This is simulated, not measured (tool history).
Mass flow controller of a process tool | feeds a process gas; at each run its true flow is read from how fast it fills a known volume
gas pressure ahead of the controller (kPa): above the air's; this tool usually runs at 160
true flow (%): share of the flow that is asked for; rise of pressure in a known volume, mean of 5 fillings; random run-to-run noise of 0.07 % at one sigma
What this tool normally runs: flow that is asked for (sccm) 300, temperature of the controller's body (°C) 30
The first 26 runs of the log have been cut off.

| run | hour | flow that is asked for (sccm) | gas pressure ahead of the controller (kPa) | temperature of the controller's body (°C) | hours of work since the controller was set to zero | hours of work since the controller was changed | true flow (%) |
|---|---|---|---|---|---|---|---|
| 27 | 4037.7 | 731 | 175 | 30 | 2558 | 2558 | 99.80 |
| 28 | 4222.8 | 731 | 175 | 30 | 2629 | 2629 | 99.69 |
| 29 | 4336.9 | 824 | 174 | 23 | 2673 | 2673 | 99.97 |
| 30 | 4482.2 | 159 | 211 | 24 | 2729 | 2729 | 101.77 |
| 31 | 4677.2 | 179 | 230 | 21 | 2804 | 2804 | 101.68 |
| 32 | 4846.3 | 179 | 230 | 21 | 2869 | 2869 | 101.85 |
| 33 | 4998.1 | 300 | 228 | 38 | 2927 | 2927 | 100.10 |
| 34 | 5097.5 | 300 | 228 | 38 | 2966 | 2966 | 100.12 |
| 35 | 5310.3 | 558 | 185 | 30 | 3048 | 3048 | 99.91 |
| 36 | 5520.0 | 558 | 185 | 30 | 3128 | 3128 | 99.82 |
| 37 | 5624.4 | 558 | 185 | 30 | 3168 | 3168 | 100.00 |
| 38 | 5839.8 | 558 | 185 | 30 | 3251 | 3251 | 99.93 |
| 39 | 6060.3 | 562 | 167 | 37 | 3336 | 3336 | 99.51 |
| 40 | 6203.2 | 562 | 167 | 37 | 3391 | 3391 | 99.52 |
| 41 | 6307.5 | 300 | 195 | 21 | 3431 | 3431 | 100.99 |
| 42 | 6450.8 | 300 | 195 | 21 | 3486 | 3486 | 100.99 |
| 43 | 6558.6 | 441 | 160 | 22 | 3528 | 3528 | 100.31 |
| 44 | 6665.6 | 621 | 160 | 30 | 3569 | 3569 | 99.88 |
| 45 | 6871.4 | 474 | 160 | 22 | 3648 | 3648 | 100.29 |
| 46 | 6995.0 | 337 | 160 | 39 | 3696 | 3696 | 100.00 |
| 47 | 7215.7 | 337 | 160 | 39 | 3781 | 3781 | 99.82 |
| 48 | 7420.7 | 300 | 176 | 30 | 3860 | 3860 | 100.61 |

Branching from run 48: 4 alternative next runs. What would each branch give?
| A | 7610.8 | 311 | 143 | 38 | 3933 | 3933 | ? |
| B | 7610.8 | 300 | 269 | 30 | 3933 | 3933 | ? |
| C | 7610.8 | 779 | 160 | 22 | 3933 | 3933 | ? |
| D | 7610.8 | 300 | 160 | 26 | 3933 | 3933 | ? |

| run | true flow (%) |
|---|---|
| A | 100.10 |
| B | 100.94 |
| C | 100.11 |
| D | 100.81 |
Had the tool no hidden state, the same runs would have come out as:
| run | true flow (%) |
|---|---|
| A | 98.70 |
| B | 99.46 |
| C | 99.86 |
| D | 99.34 |
